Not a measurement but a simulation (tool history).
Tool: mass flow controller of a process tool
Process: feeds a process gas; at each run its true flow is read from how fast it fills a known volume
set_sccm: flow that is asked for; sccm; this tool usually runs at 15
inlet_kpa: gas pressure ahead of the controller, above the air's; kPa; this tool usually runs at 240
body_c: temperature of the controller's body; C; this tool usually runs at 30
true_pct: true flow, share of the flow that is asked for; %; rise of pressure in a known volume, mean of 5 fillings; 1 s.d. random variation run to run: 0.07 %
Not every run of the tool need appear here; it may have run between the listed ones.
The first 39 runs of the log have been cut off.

| run | day | set_sccm | inlet_kpa | body_c | hours of work since the controller was set to zero | hours of work since the controller was changed | true_pct |
|---|---|---|---|---|---|---|---|
|  | 111.958 | gauge calibrated |
| 40 | 112.825 | 41 | 240 | 35 | 2147 | 2147 | 100.41 |
| 41 | 115.792 | 8 | 169 | 38 | 2182 | 2182 | 99.66 |
| 42 | 117.617 | 8 | 169 | 38 | 2204 | 2204 | 99.62 |
| 43 | 120.408 | 8 | 169 | 38 | 2237 | 2237 | 99.48 |
| 44 | 123.271 | 15 | 151 | 40 | 2271 | 2271 | 100.11 |
| 45 | 126.142 | 10 | 181 | 25 | 2305 | 2305 | 98.13 |
| 46 | 129.658 | 10 | 181 | 25 | 2346 | 2346 | 98.08 |
| 47 | 133.696 | 34 | 232 | 25 | 2394 | 2394 | 98.95 |

What if the next run were any one of these 3? Each begins from the tool's condition after run 47:
| A | 135.488 | 34 | 232 | 32 | 2415 | 2415 | ? |
| B | 135.488 | 34 | 143 | 25 | 2415 | 2415 | ? |
| C | 135.488 | 6 | 240 | 38 | 2415 | 2415 | ? |

| run | true_pct |
|---|---|
| A | 99.57 |
| B | 99.26 |
| C | 99.07 |
Had the tool no hidden state, the same runs would have come out as:
| run | true_pct |
|---|---|
| A | 99.76 |
| B | 99.44 |
| C | 99.27 |
